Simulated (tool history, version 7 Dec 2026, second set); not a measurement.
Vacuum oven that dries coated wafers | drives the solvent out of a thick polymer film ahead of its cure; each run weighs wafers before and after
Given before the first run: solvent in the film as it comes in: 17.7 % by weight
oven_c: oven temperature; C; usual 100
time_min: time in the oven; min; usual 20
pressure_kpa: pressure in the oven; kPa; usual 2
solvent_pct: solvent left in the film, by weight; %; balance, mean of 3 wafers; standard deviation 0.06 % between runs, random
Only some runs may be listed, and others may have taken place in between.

run 1 hour=0 | oven_c=100 time_min=20 pressure_kpa=2 | solvent_pct=3.38
run 2 hour=10.6 | oven_c=100 time_min=20 pressure_kpa=2 | solvent_pct=3.25
run 3 hour=25.5 | oven_c=100 time_min=33 pressure_kpa=2 | solvent_pct=1.59
run 4 hour=36 | oven_c=100 time_min=20 pressure_kpa=2 | solvent_pct=3.32
run 5 hour=44.1 | oven_c=100 time_min=20 pressure_kpa=2 | solvent_pct=3.3
run 6 hour=54.3 | oven_c=108 time_min=20 pressure_kpa=2 | solvent_pct=1.37
run 7 hour=70.6 | oven_c=108 time_min=20 pressure_kpa=2 | solvent_pct=1.45
run 8 hour=84 | oven_c=108 time_min=20 pressure_kpa=2 | solvent_pct=1.51
run 9 hour=98.2 | oven_c=108 time_min=20 pressure_kpa=2 | solvent_pct=1.56
run 10 hour=115.3 | oven_c=100 time_min=20 pressure_kpa=2 | solvent_pct=3.29
run 11 hour=128 | oven_c=100 time_min=20 pressure_kpa=2 | solvent_pct=3.22
run 12 hour=142.5 | oven_c=100 time_min=20 pressure_kpa=2 | solvent_pct=3.28
run 13 hour=155.3 | oven_c=89 time_min=14 pressure_kpa=2.96 | solvent_pct=8.86
run 14 hour=162.6 | oven_c=89 time_min=14 pressure_kpa=2.96 | solvent_pct=8.72
run 15 hour=170.8 | oven_c=89 time_min=14 pressure_kpa=2.96 | solvent_pct=8.88
run 16 hour=182.7 | oven_c=93 time_min=20 pressure_kpa=3.6 | solvent_pct=6.07
run 17 hour=199.6 | oven_c=93 time_min=20 pressure_kpa=3.6 | solvent_pct=6.05
run 18 hour=207.3 | oven_c=100 time_min=22 pressure_kpa=1.7 | solvent_pct=2.86
run 19 hour=225.1 | oven_c=100 time_min=26 pressure_kpa=2 | solvent_pct=2.24

Some steps in solvent_pct between neighbouring runs. How much of each would the tool show without its hidden state too (settings, what came in, random variation), and how much is left for the hidden state, with any gauge scatter that isn't in both results?
What the log doesn't record here: true wafer temperature over the reading, C; true pressure over the reading, kPa; drift of the gauge itself on solvent_pct, %.
Run 5 -> 6: oven_c 100 -> 108. solvent_pct -1.93 %: hidden state +0.03, all else -1.96.
Run 12 -> 13: oven_c 100 -> 89, time_min 20 -> 14, pressure_kpa 2 -> 2.96. solvent_pct +5.58 %: hidden state +0, all else +5.58.

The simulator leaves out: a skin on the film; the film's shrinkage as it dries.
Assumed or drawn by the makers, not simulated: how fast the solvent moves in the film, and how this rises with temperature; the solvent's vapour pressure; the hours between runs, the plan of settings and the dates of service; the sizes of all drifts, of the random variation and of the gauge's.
